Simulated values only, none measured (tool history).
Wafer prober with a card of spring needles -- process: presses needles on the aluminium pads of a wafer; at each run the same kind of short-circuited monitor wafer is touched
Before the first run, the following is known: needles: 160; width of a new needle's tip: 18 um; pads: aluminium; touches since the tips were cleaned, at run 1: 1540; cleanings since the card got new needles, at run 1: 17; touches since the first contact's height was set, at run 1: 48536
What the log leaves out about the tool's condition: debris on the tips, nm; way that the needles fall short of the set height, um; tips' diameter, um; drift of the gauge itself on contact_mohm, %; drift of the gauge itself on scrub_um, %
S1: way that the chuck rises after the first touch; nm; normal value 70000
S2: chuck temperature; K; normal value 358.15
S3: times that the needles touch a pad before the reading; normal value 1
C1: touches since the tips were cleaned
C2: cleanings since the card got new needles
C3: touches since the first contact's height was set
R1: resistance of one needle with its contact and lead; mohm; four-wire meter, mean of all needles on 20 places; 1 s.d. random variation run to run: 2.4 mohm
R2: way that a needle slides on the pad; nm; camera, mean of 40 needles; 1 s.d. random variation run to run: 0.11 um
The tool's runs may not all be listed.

{"run": 1, "hour": 0.0, "S1": 70000, "S2": 358.15, "S3": 1, "C1": 1540, "C2": 17, "C3": 48536, "R1": 276, "R2": 19280}
{"hour": 4.6, "done": "tips cleaned on abrasive film"}
{"run": 2, "hour": 10.9, "S1": 70000, "S2": 358.15, "S3": 1, "C1": 1087, "C2": 18, "C3": 50410, "R1": 278, "R2": 19380}
{"hour": 19.1, "done": "tips cleaned on abrasive film"}
{"run": 3, "hour": 21.9, "S1": 70000, "S2": 358.15, "S3": 1, "C1": 475, "C2": 19, "C3": 52305, "R1": 276, "R2": 19280}
{"hour": 33.1, "done": "tips cleaned on abrasive film"}
{"run": 4, "hour": 39.4, "S1": 70000, "S2": 358.15, "S3": 1, "C1": 1097, "C2": 20, "C3": 55334, "R1": 278, "R2": 19330}
{"hour": 47.0, "done": "tips cleaned on abrasive film"}
{"run": 5, "hour": 52.3, "S1": 70000, "S2": 358.15, "S3": 1, "C1": 918, "C2": 21, "C3": 57561, "R1": 278, "R2": 19560}
{"hour": 61.2, "done": "tips cleaned on abrasive film"}
{"run": 6, "hour": 68.4, "S1": 70000, "S2": 358.15, "S3": 1, "C1": 1254, "C2": 22, "C3": 60354, "R1": 278, "R2": 19510}
{"hour": 75.1, "done": "tips cleaned on abrasive film"}
{"run": 7, "hour": 79.9, "S1": 68000, "S2": 358.15, "S3": 1, "C1": 841, "C2": 23, "C3": 62334, "R1": 279, "R2": 18790}
{"hour": 89.7, "done": "tips cleaned on abrasive film"}
{"run": 8, "hour": 91.9, "S1": 68000, "S2": 358.15, "S3": 1, "C1": 385, "C2": 24, "C3": 64404, "R1": 279, "R2": 18810}
{"hour": 103.7, "done": "tips cleaned on abrasive film"}
{"run": 9, "hour": 108.1, "S1": 68000, "S2": 358.15, "S3": 1, "C1": 763, "C2": 25, "C3": 67197, "R1": 279, "R2": 18660}
{"hour": 118.0, "done": "tips cleaned on abrasive film"}
{"run": 10, "hour": 123.5, "S1": 74000, "S2": 358.15, "S3": 1, "C1": 960, "C2": 26, "C3": 69874, "R1": 277, "R2": 20370}
{"hour": 131.5, "done": "tips cleaned on abrasive film"}
{"run": 11, "hour": 142.6, "S1": 70000, "S2": 358.15, "S3": 1, "C1": 1930, "C2": 27, "C3": 73174, "R1": 272, "R2": 19400}
{"hour": 145.5, "done": "tips cleaned on abrasive film"}
{"hour": 159.3, "done": "tips cleaned on abrasive film"}
{"run": 12, "hour": 159.3, "S1": 70000, "S2": 358.15, "S3": 1, "C1": 0, "C2": 29, "C3": 76043, "R1": 274, "R2": 19610}
{"hour": 172.8, "done": "tips cleaned on abrasive film"}
{"run": 13, "hour": 177.3, "S1": 70000, "S2": 358.15, "S3": 1, "C1": 775, "C2": 30, "C3": 79153, "R1": 277, "R2": 19490}
{"hour": 186.9, "done": "tips cleaned on abrasive film"}
{"run": 14, "hour": 191.7, "S1": 70000, "S2": 358.15, "S3": 1, "C1": 832, "C2": 31, "C3": 81650, "R1": 276, "R2": 19470}
{"hour": 201.3, "done": "tips cleaned on abrasive film"}
{"hour": 202.5, "done": "height of the first contact set anew"}
{"run": 15, "hour": 207.3, "S1": 70000, "S2": 358.15, "S3": 1, "C1": 1005, "C2": 32, "C3": 843, "R1": 276, "R2": 19400}
{"hour": 215.4, "done": "tips cleaned on abrasive film"}
{"run": 16, "hour": 217.1, "S1": 70000, "S2": 358.15, "S3": 1, "C1": 307, "C2": 33, "C3": 2526, "R1": 271, "R2": 19480}
{"hour": 229.2, "done": "tips cleaned on abrasive film"}
{"run": 17, "hour": 231.6, "S1": 70000, "S2": 349.15, "S3": 2, "C1": 408, "C2": 34, "C3": 5022, "R1": 276, "R2": 19550}
{"hour": 243.7, "done": "tips cleaned on abrasive film"}
{"run": 18, "hour": 245.2, "S1": 57000, "S2": 298.15, "S3": 2, "C1": 260, "C2": 35, "C3": 7380, "R1": 266, "R2": 16090}
{"run": 19, "hour": 255.3, "S1": 57000, "S2": 298.15, "S3": 2, "C1": 2010, "C2": 35, "C3": 9130, "R1": 262, "R2": 15940}
{"hour": 258.2, "done": "tips cleaned on abrasive film"}
{"run": 20, "hour": 265.8, "S1": 76000, "S2": 358.15, "S3": 1, "C1": 1328, "C2": 36, "C3": 10945, "R1": 277, "R2": 20920}
{"hour": 272.2, "done": "tips cleaned on abrasive film"}
{"run": 21, "hour": 275.0, "S1": 70000, "S2": 358.15, "S3": 2, "C1": 484, "C2": 37, "C3": 12519, "R1": 278, "R2": 19540}
{"hour": 286.1, "done": "tips cleaned on abrasive film"}
{"run": 22, "hour": 288.8, "S1": 71000, "S2": 309.15, "S3": 1, "C1": 471, "C2": 38, "C3": 14912, "R1": 262, "R2": 19880}
{"run": 23, "hour": 298.6, "S1": 63000, "S2": 310.15, "S3": 3, "C1": 2178, "C2": 38, "C3": 16619, "R1": 263, "R2": 17640}
{"hour": 300.2, "done": "tips cleaned on abrasive film"}
{"run": 24, "hour": 308.9, "S1": 73000, "S2": 305.15, "S3": 1, "C1": 1509, "C2": 39, "C3": 18390, "R1": 262, "R2": 20380}
{"hour": 314.9, "done": "tips cleaned on abrasive film"}
{"run": 25, "hour": 321.3, "S1": 73000, "S2": 305.15, "S3": 1, "C1": 1122, "C2": 40, "C3": 20534, "R1": 265, "R2": 20400}
{"hour": 328.9, "done": "tips cleaned on abrasive film"}
{"run": 26, "hour": 340.2, "S1": 68000, "S2": 315.15, "S3": 2, "C1": 1968, "C2": 41, "C3": 23800, "R1": 264, "R2": 19040}
{"hour": 343.7, "done": "tips cleaned on abrasive film"}
{"hour": 358.9, "done": "tips cleaned on abrasive film"}
{"run": 27, "hour": 359.2, "S1": 70000, "S2": 364.15, "S3": 2, "C1": 59, "C2": 43, "C3": 27076, "R1": 277, "R2": 19760}
{"hour": 373.4, "done": "tips cleaned on abrasive film"}
{"run": 28, "hour": 377.4, "S1": 65000, "S2": 303.15, "S3": 1, "C1": 702, "C2": 44, "C3": 30225, "R1": 256, "R2": 18480}
{"hour": 388.3, "done": "tips cleaned on abrasive film"}
{"run": 29, "hour": 390.8, "S1": 51000, "S2": 344.15, "S3": 2, "C1": 422, "C2": 45, "C3": 32531, "R1": 279, "R2": 14440}
{"hour": 402.3, "done": "tips cleaned on abrasive film"}
{"run": 30, "hour": 409.9, "S1": 53000, "S2": 324.15, "S3": 2, "C1": 1310, "C2": 46, "C3": 35834, "R1": 275, "R2": 15130}
{"hour": 416.4, "done": "tips cleaned on abrasive film"}
{"run": 31, "hour": 418.3, "S1": 53000, "S2": 324.15, "S3": 2, "C1": 340, "C2": 47, "C3": 37288, "R1": 275, "R2": 14930}
{"hour": 430.5, "done": "tips cleaned on abrasive film"}
{"run": 32, "hour": 432.2, "S1": 70000, "S2": 369.15, "S3": 3, "C1": 301, "C2": 48, "C3": 39690, "R1": 279, "R2": 19790}

Consider 3 possible next runs. They are alternatives, not a sequence: every one starts from the tool as it was left by run 32. What does each give?
{"hour": 444.8, "done": "tips cleaned on abrasive film"}
{"run": "A", "hour": 451.9, "S1": 65000, "S2": 369.15, "S3": 3, "C1": 1232, "C2": 49, "C3": 43097, "R1": "?", "R2": "?"}
{"hour": 444.8, "done": "tips cleaned on abrasive film"}
{"run": "B", "hour": 451.9, "S1": 57000, "S2": 307.15, "S3": 3, "C1": 1232, "C2": 49, "C3": 43097, "R1": "?", "R2": "?"}
{"hour": 444.8, "done": "tips cleaned on abrasive film"}
{"run": "C", "hour": 451.9, "S1": 58000, "S2": 382.15, "S3": 1, "C1": 1232, "C2": 49, "C3": 43097, "R1": "?", "R2": "?"}

run=A R1=282 R2=18440
run=B R1=268 R2=16050
run=C R1=289 R2=16280
Without the tool's hidden state the same runs would have given:
run=A R1=282 R2=18010
run=B R1=267 R2=15680
run=C R1=288 R2=15900

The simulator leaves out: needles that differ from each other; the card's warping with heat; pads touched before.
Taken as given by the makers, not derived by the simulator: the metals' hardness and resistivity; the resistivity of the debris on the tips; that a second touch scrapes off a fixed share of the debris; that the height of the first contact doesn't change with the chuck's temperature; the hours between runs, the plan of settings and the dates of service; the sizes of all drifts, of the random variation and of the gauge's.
